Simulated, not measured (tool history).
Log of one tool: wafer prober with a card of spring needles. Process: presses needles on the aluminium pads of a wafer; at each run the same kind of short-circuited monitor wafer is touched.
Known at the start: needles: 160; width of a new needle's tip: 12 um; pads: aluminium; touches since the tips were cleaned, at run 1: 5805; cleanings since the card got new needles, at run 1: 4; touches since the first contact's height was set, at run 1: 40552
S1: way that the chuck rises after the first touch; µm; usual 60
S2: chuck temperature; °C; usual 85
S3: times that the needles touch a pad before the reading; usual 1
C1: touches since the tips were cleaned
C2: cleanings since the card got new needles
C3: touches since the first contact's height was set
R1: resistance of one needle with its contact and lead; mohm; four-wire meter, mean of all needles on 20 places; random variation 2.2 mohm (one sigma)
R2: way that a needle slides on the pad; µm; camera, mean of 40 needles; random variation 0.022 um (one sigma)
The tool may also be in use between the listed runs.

Run 1, hour 0.0: usual settings; C1 5805; C2 4; C3 40552. Result: R1 308 mohm, R2 12.21 µm.
At hour 7.2: tips cleaned on abrasive film.
Run 2, hour 17.9: usual settings; C1 4007; C2 5; C3 47254. Result: R1 308 mohm, R2 12.15 µm.
At hour 30.2: tips cleaned on abrasive film.
Run 3, hour 49.2: usual settings; C1 7182; C2 6; C3 59058. Result: R1 310 mohm, R2 12.14 µm.
At hour 52.2: tips cleaned on abrasive film.
At hour 75.7: tips cleaned on abrasive film.
Run 4, hour 78.8: usual settings but S2 37 °C; C1 1159; C2 8; C3 70133. Result: R1 266 mohm, R2 12.10 µm.
Run 5, hour 93.3: usual settings but S2 37 °C; C1 6646; C2 8; C3 75620. Result: R1 300 mohm, R2 12.09 µm.
At hour 98.7: tips cleaned on abrasive film.
Run 6, hour 115.5: usual settings but S2 37 °C; C1 6335; C2 9; C3 83965. Result: R1 303 mohm, R2 12.12 µm.
At hour 121.8: tips cleaned on abrasive film.
Run 7, hour 141.9: usual settings; C1 7608; C2 10; C3 93905. Result: R1 314 mohm, R2 12.12 µm.
At hour 144.0: tips cleaned on abrasive film.
At hour 167.1: tips cleaned on abrasive film.
Run 8, hour 173.8: usual settings; C1 2545; C2 12; C3 105854. Result: R1 303 mohm, R2 12.10 µm.
At hour 189.2: tips cleaned on abrasive film.
Run 9, hour 190.8: usual settings; C1 621; C2 13; C3 112251. Result: R1 268 mohm, R2 12.07 µm.
At hour 211.7: tips cleaned on abrasive film.
Run 10, hour 211.7: usual settings but S2 25 °C; C1 0; C2 14; C3 120090. Result: R1 229 mohm, R2 12.07 µm.
Run 11, hour 230.0: usual settings but S2 25 °C, S3 2; C1 6899; C2 14; C3 126989. Result: R1 274 mohm, R2 12.04 µm.
At hour 234.4: tips cleaned on abrasive film.
Run 12, hour 252.3: usual settings but S2 25 °C, S3 2; C1 6779; C2 15; C3 135393. Result: R1 277 mohm, R2 12.02 µm.
At hour 257.6: tips cleaned on abrasive film.
Run 13, hour 266.5: usual settings but S3 2; C1 3341; C2 16; C3 140688. Result: R1 283 mohm, R2 12.05 µm.
At hour 280.0: tips cleaned on abrasive film.
Run 14, hour 286.4: usual settings but S2 60 °C; C1 2388; C2 17; C3 148157. Result: R1 292 mohm, R2 12.02 µm.
At hour 302.1: tips cleaned on abrasive film.
Run 15, hour 308.3: usual settings; C1 2336; C2 18; C3 156398. Result: R1 301 mohm, R2 12.00 µm.
At hour 325.1: tips cleaned on abrasive film.
At hour 335.2: height of the first contact set anew.
Run 16, hour 336.3: usual settings but S1 40 µm, S2 48 °C; C1 4128; C2 19; C3 434. Result: R1 368 mohm, R2 8.13 µm.
At hour 348.5: tips cleaned on abrasive film.
Run 17, hour 349.9: usual settings but S1 40 µm, S2 48 °C; C1 552; C2 20; C3 5538. Result: R1 292 mohm, R2 8.14 µm.
Run 18, hour 367.4: usual settings but S1 40 µm, S2 48 °C, S3 3; C1 7155; C2 20; C3 12141. Result: R1 284 mohm, R2 8.11 µm.
At hour 372.0: tips cleaned on abrasive film.
Run 19, hour 382.1: usual settings but S1 63 µm, S2 48 °C, S3 3; C1 3791; C2 21; C3 17636. Result: R1 253 mohm, R2 12.78 µm.
At hour 394.4: tips cleaned on abrasive film.
Run 20, hour 409.4: usual settings but S1 63 µm, S2 48 °C, S3 3; C1 5653; C2 22; C3 27908. Result: R1 255 mohm, R2 12.77 µm.
At hour 417.9: tips cleaned on abrasive film.
At hour 440.9: tips cleaned on abrasive film.
Run 21, hour 441.3: usual settings but S1 76 µm, S2 106 °C; C1 156; C2 24; C3 39883. Result: R1 252 mohm, R2 15.42 µm.
At hour 463.8: tips cleaned on abrasive film.
Run 22, hour 470.0: usual settings but S1 76 µm, S2 106 °C; C1 2320; C2 25; C3 50668. Result: R1 285 mohm, R2 15.41 µm.
At hour 487.9: tips cleaned on abrasive film.
Run 23, hour 500.9: usual settings but S1 59 µm, S2 29 °C; C1 4914; C2 26; C3 62291. Result: R1 309 mohm, R2 11.92 µm.
At hour 511.0: tips cleaned on abrasive film.
Run 24, hour 530.5: usual settings but S1 59 µm, S2 29 °C; C1 7352; C2 27; C3 73440. Result: R1 308 mohm, R2 11.90 µm.
At hour 534.2: tips cleaned on abrasive film.
Run 25, hour 552.3: usual settings but S1 49 µm, S3 2; C1 6832; C2 28; C3 81626. Result: R1 300 mohm, R2 9.87 µm.
At hour 556.8: tips cleaned on abrasive film.
At hour 579.8: tips cleaned on abrasive film.
Run 26, hour 579.8: usual settings but S1 49 µm, S3 2; C1 0; C2 30; C3 91946. Result: R1 245 mohm, R2 9.83 µm.

5 ways to go on from here, each from the tool as it stands after run 26. What would each give?
Run A, hour 601.0: usual settings but S1 67 µm, S2 102 °C, S3 2; C1 8000; C2 30; C3 99946. Result: R1 ?, R2 ?.
Run B, hour 601.0: usual settings but S1 70 µm, S2 109 °C, S3 2; C1 8000; C2 30; C3 99946. Result: R1 ?, R2 ?.
Run C, hour 601.0: usual settings but S1 66 µm, S2 94 °C, S3 2; C1 8000; C2 30; C3 99946. Result: R1 ?, R2 ?.
Run D, hour 601.0: usual settings but S2 28 °C, S3 2; C1 8000; C2 30; C3 99946. Result: R1 ?, R2 ?.
Run E, hour 601.0: usual settings but S1 51 µm; C1 8000; C2 30; C3 99946. Result: R1 ?, R2 ?.

run   R1     R2
  A  280  13.49
  B  279  14.11
  C  281  13.30
  D  272  12.06
  E  332  10.26
Without the tool's hidden state the same runs would have given:
run   R1     R2
  A  243  13.60
  B  245  14.22
  C  243  13.41
  D  223  12.17
  E  240  10.36
